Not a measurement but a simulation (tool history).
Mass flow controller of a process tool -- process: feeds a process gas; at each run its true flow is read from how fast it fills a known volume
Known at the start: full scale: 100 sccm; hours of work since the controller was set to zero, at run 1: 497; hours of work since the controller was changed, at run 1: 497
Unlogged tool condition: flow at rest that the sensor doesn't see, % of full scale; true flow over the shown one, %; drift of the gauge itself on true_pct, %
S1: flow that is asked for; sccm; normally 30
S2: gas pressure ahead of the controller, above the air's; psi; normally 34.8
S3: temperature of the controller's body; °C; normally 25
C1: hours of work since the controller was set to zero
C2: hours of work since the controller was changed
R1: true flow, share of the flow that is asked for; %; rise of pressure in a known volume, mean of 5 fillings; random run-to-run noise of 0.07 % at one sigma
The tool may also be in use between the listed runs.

run    hour  S1    S2  S3    C1    C2     R1
  1       0  30  34.8  25   497   497  98.69
  2    46.4  30  34.8  25   514   514  98.68
  3   102.3  30  32.3  25   536   536  98.78
  4   181.6  30  32.3  25   566   566   98.8
  5   246.4  30  32.3  25   591   591  98.74
  6   285.8  30  32.3  25   606   606  98.77
  7   358.1  30  32.3  25   634   634  98.72
  8   403.9  30  32.3  25   651   651  98.67
  9   448.7  30  32.3  25   668   668   98.7
 10   500.4  30  32.3  25   688   688   98.7
 11   553.9  30  34.8  40   708   708  98.14
 12   626.4  30  34.8  40   736   736  97.81
 13   679.4  30  34.8  21   756   756  98.72
 14   743.4  21  34.8  21   781   781  98.42
 15   804.3  21  34.8  21   804   804   98.4
 16   855.6  44  34.8  25   824   824   98.8
 17   926.7  30  34.8  25   851   851  98.43
 18   999.5  30  34.8  25   879   879  98.36
 19  1077.1  30  34.8  25   908   908  98.32
 20  1124.1  30  34.8  25   926   926  98.46
 21  1188.7  30  34.8  25   951   951  98.27
 22  1254.5  30  34.8  25   976   976  98.33
 23  1320.7  30  34.8  25  1002  1002  98.37
 24  1367.1  30  34.8  35  1019  1019  98.01
     1374.5  -- controller's zero set anew
 25  1420.9  35  34.8  35    18  1040  97.99
 26  1454.2  58  20.7  34    30  1052  98.93
     1501.6  -- controller's zero set anew, once more
 27  1535.8  58  20.7  34    13  1083   99.3
 28  1597.2  58  35.7  38    37  1107  98.53
 29  1677.5  58  20.9  38    67  1138  99.06
 30  1752.1  58  20.9  38    96  1166  99.05
 31  1827.8  26  26.3  38   125  1195  98.45
 32  1904.5  26  26.3  38   154  1224  98.39
 33  1967.6  26  26.3  38   178  1249  98.28
 34  2034.9  13  32.1  25   204  1274  98.35
 35  2112.5  40  39.5  33   234  1304  98.21
 36  2152.8  40  22.3  23   249  1319  99.24
 37  2189.4  40  22.3  23   263  1333  99.24
 38  2246.6  30  33.2  23   285  1355  98.65
 39  2289.8  30  33.2  23   301  1372  98.73
 40  2347.4  18  34.8  28   323  1394  98.07
 41  2427.4  33    22  30   354  1424  98.97
 42  2485.9  33    22  30   376  1447  98.82
 43  2539.2  18  21.8  35   397  1467  98.27
 44  2593.5  98  28.9  25   417  1488  99.46
 45    2657  70  32.6  25   442  1512     99
 46    2724  70  37.9  25   467  1538  98.93
 47  2788.7  30    27  27   492  1562  98.57
 48  2823.8  41  33.8  31   505  1576  98.28
 49  2890.7  41  33.8  31   531  1601  98.27

For some of the steps in R1 from one run to the next: how much would appear even if the tool had no hidden state, given the settings, what came in and random variation, and how much remains for the hidden state plus any gauge scatter that the measured result and the result without hidden state don't share?
Run 15 -> 16: S1 21 -> 44, S3 21 -> 25. R1 +0.4 %: hidden state +0.3, all else +0.1.
Run 25 -> 26: S1 35 -> 58, S2 34.8 -> 20.7, S3 35 -> 34. R1 +0.94 %: hidden state +0.21, all else +0.73.
Run 34 -> 35: S1 13 -> 40, S2 32.1 -> 39.5, S3 25 -> 33. R1 -0.14 %: hidden state +0.31, all else -0.45.
Run 35 -> 36: S2 39.5 -> 22.3, S3 33 -> 23. R1 +1.03 %: hidden state -0.02, all else +1.05.
Run 43 -> 44: S1 18 -> 98, S2 21.8 -> 28.9, S3 35 -> 25. R1 +1.19 %: hidden state +0.39, all else +0.8.
